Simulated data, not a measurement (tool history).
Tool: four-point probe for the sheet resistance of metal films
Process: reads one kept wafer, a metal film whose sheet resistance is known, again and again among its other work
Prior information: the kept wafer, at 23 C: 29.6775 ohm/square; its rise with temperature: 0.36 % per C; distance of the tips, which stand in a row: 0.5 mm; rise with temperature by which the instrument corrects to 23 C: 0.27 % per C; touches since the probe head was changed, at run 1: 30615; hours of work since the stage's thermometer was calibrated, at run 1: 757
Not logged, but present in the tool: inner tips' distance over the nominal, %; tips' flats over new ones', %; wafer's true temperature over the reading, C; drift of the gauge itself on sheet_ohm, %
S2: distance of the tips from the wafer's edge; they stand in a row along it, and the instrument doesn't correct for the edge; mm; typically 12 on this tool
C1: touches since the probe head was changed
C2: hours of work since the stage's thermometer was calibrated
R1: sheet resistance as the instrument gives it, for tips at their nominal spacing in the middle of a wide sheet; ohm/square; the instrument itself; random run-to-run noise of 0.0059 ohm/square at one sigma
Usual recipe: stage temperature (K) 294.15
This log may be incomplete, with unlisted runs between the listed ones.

{"run": 1, "hour": 0.0, "stage temperature (K)": 294.15, "S2": 12, "C1": 30615, "C2": 757, "R1": 29.630476}
{"run": 2, "hour": 29.3, "stage temperature (K)": 294.15, "S2": 12, "C1": 32067, "C2": 781, "R1": 29.636448}
{"run": 3, "hour": 42.5, "stage temperature (K)": 294.15, "S2": 12, "C1": 32724, "C2": 791, "R1": 29.630422}
{"run": 4, "hour": 68.0, "stage temperature (K)": 294.15, "S2": 12, "C1": 33990, "C2": 811, "R1": 29.635306}
{"run": 5, "hour": 89.0, "stage temperature (K)": 294.15, "S2": 12, "C1": 35033, "C2": 828, "R1": 29.634028}
{"run": 6, "hour": 108.5, "stage temperature (K)": 297.15, "S2": 12, "C1": 35998, "C2": 844, "R1": 29.722349}
{"run": 7, "hour": 126.3, "stage temperature (K)": 297.15, "S2": 12, "C1": 36882, "C2": 858, "R1": 29.720944}
{"run": 8, "hour": 139.8, "stage temperature (K)": 297.15, "S2": 12, "C1": 37552, "C2": 868, "R1": 29.70756}
{"run": 9, "hour": 160.4, "stage temperature (K)": 297.15, "S2": 12, "C1": 38575, "C2": 885, "R1": 29.708123}
{"run": 10, "hour": 191.0, "stage temperature (K)": 294.15, "S2": 12, "C1": 40094, "C2": 909, "R1": 29.627875}
{"run": 11, "hour": 221.0, "stage temperature (K)": 294.15, "S2": 12, "C1": 41585, "C2": 933, "R1": 29.621619}
{"run": 12, "hour": 246.3, "stage temperature (K)": 294.15, "S2": 12, "C1": 42837, "C2": 953, "R1": 29.619726}
{"run": 13, "hour": 271.6, "stage temperature (K)": 294.15, "S2": 12, "C1": 44096, "C2": 973, "R1": 29.632879}
{"run": 14, "hour": 286.8, "stage temperature (K)": 294.15, "S2": 12, "C1": 44847, "C2": 985, "R1": 29.6136}
{"run": 15, "hour": 302.0, "stage temperature (K)": 294.15, "S2": 12, "C1": 45603, "C2": 997, "R1": 29.626635}
{"run": 16, "hour": 321.8, "stage temperature (K)": 294.15, "S2": 12, "C1": 46587, "C2": 1013, "R1": 29.614105}
{"run": 17, "hour": 335.4, "stage temperature (K)": 299.15, "S2": 12, "C1": 47262, "C2": 1024, "R1": 29.753631}
{"run": 18, "hour": 354.2, "stage temperature (K)": 299.15, "S2": 12, "C1": 48193, "C2": 1039, "R1": 29.747709}
{"run": 19, "hour": 376.9, "stage temperature (K)": 294.15, "S2": 12, "C1": 49318, "C2": 1057, "R1": 29.606411}
{"run": 20, "hour": 396.3, "stage temperature (K)": 294.15, "S2": 12, "C1": 50282, "C2": 1072, "R1": 29.60831}
{"run": 21, "hour": 413.8, "stage temperature (K)": 294.15, "S2": 12, "C1": 51154, "C2": 1086, "R1": 29.596421}
{"hour": 415.6, "done": "stage's thermometer calibrated"}
{"run": 22, "hour": 435.6, "stage temperature (K)": 294.15, "S2": 29, "C1": 52211, "C2": 16, "R1": 29.605945}
{"run": 23, "hour": 461.5, "stage temperature (K)": 294.15, "S2": 12, "C1": 53494, "C2": 36, "R1": 29.624805}
{"hour": 478.4, "done": "stage's thermometer calibrated, once more"}
{"run": 24, "hour": 490.2, "stage temperature (K)": 294.15, "S2": 12, "C1": 54894, "C2": 9, "R1": 29.581455}
{"run": 25, "hour": 514.1, "stage temperature (K)": 300.15, "S2": 12, "C1": 56080, "C2": 28, "R1": 29.750446}
{"run": 26, "hour": 544.7, "stage temperature (K)": 300.15, "S2": 12, "C1": 57598, "C2": 53, "R1": 29.746552}
{"run": 27, "hour": 564.0, "stage temperature (K)": 292.15, "S2": 9, "C1": 58556, "C2": 68, "R1": 29.548678}
{"run": 28, "hour": 587.0, "stage temperature (K)": 301.15, "S2": 7, "C1": 59701, "C2": 86, "R1": 29.822999}
{"run": 29, "hour": 602.7, "stage temperature (K)": 294.15, "S2": 4, "C1": 60477, "C2": 99, "R1": 29.800728}
{"run": 30, "hour": 632.9, "stage temperature (K)": 294.15, "S2": 4, "C1": 61976, "C2": 123, "R1": 29.803839}
{"run": 31, "hour": 645.9, "stage temperature (K)": 294.15, "S2": 41, "C1": 62624, "C2": 133, "R1": 29.544253}
{"run": 32, "hour": 660.8, "stage temperature (K)": 301.15, "S2": 6, "C1": 63364, "C2": 145, "R1": 29.853987}
{"run": 33, "hour": 684.5, "stage temperature (K)": 295.15, "S2": 3, "C1": 64535, "C2": 164, "R1": 30.013898}
{"run": 34, "hour": 698.1, "stage temperature (K)": 300.15, "S2": 36, "C1": 65213, "C2": 175, "R1": 29.707665}
{"run": 35, "hour": 718.9, "stage temperature (K)": 297.15, "S2": 20, "C1": 66247, "C2": 191, "R1": 29.630123}
{"run": 36, "hour": 731.7, "stage temperature (K)": 297.15, "S2": 20, "C1": 66882, "C2": 201, "R1": 29.63746}
{"run": 37, "hour": 746.6, "stage temperature (K)": 297.15, "S2": 20, "C1": 67620, "C2": 213, "R1": 29.640148}
{"run": 38, "hour": 777.4, "stage temperature (K)": 308.15, "S2": 20, "C1": 69147, "C2": 238, "R1": 29.918171}
{"run": 39, "hour": 793.4, "stage temperature (K)": 308.15, "S2": 20, "C1": 69940, "C2": 250, "R1": 29.916703}
{"run": 40, "hour": 815.4, "stage temperature (K)": 298.15, "S2": 21, "C1": 71032, "C2": 268, "R1": 29.655512}
{"run": 41, "hour": 830.4, "stage temperature (K)": 302.15, "S2": 23, "C1": 71779, "C2": 280, "R1": 29.757866}
{"run": 42, "hour": 843.5, "stage temperature (K)": 294.15, "S2": 38, "C1": 72428, "C2": 290, "R1": 29.548585}
{"run": 43, "hour": 869.5, "stage temperature (K)": 302.15, "S2": 6, "C1": 73717, "C2": 311, "R1": 29.870561}
{"run": 44, "hour": 885.7, "stage temperature (K)": 302.15, "S2": 6, "C1": 74525, "C2": 324, "R1": 29.857598}
{"run": 45, "hour": 909.9, "stage temperature (K)": 291.15, "S2": 39, "C1": 75726, "C2": 343, "R1": 29.460752}

Selected run-to-run steps in R1, each split into two signed amounts: the part the tool would show with no hidden state at all (from settings, incoming material and random variation), and the remainder, which goes to the hidden state together with any gauge scatter not common to the measured and the hidden-state-free results:
Run 21 -> 22: S2 12 -> 29, stage's thermometer calibrated. R1 +0.009524 ohm/square: hidden state +0.009724, all else -0.0002.
Run 23 -> 24: stage's thermometer calibrated, once more. R1 -0.04335 ohm/square: hidden state -0.031638, all else -0.011712.
Run 31 -> 32: stage temperature (K) 294.15 -> 301.15, S2 41 -> 6. R1 +0.309734 ohm/square: hidden state -0.001991, all else +0.311725.
Run 37 -> 38: stage temperature (K) 297.15 -> 308.15. R1 +0.278023 ohm/square: hidden state -0.003061, all else +0.281084.
Run 42 -> 43: stage temperature (K) 294.15 -> 302.15, S2 38 -> 6. R1 +0.321976 ohm/square: hidden state -0.002945, all else +0.324921.
Run 44 -> 45: stage temperature (K) 302.15 -> 291.15, S2 6 -> 39. R1 -0.396846 ohm/square: hidden state -0.000122, all else -0.396724.

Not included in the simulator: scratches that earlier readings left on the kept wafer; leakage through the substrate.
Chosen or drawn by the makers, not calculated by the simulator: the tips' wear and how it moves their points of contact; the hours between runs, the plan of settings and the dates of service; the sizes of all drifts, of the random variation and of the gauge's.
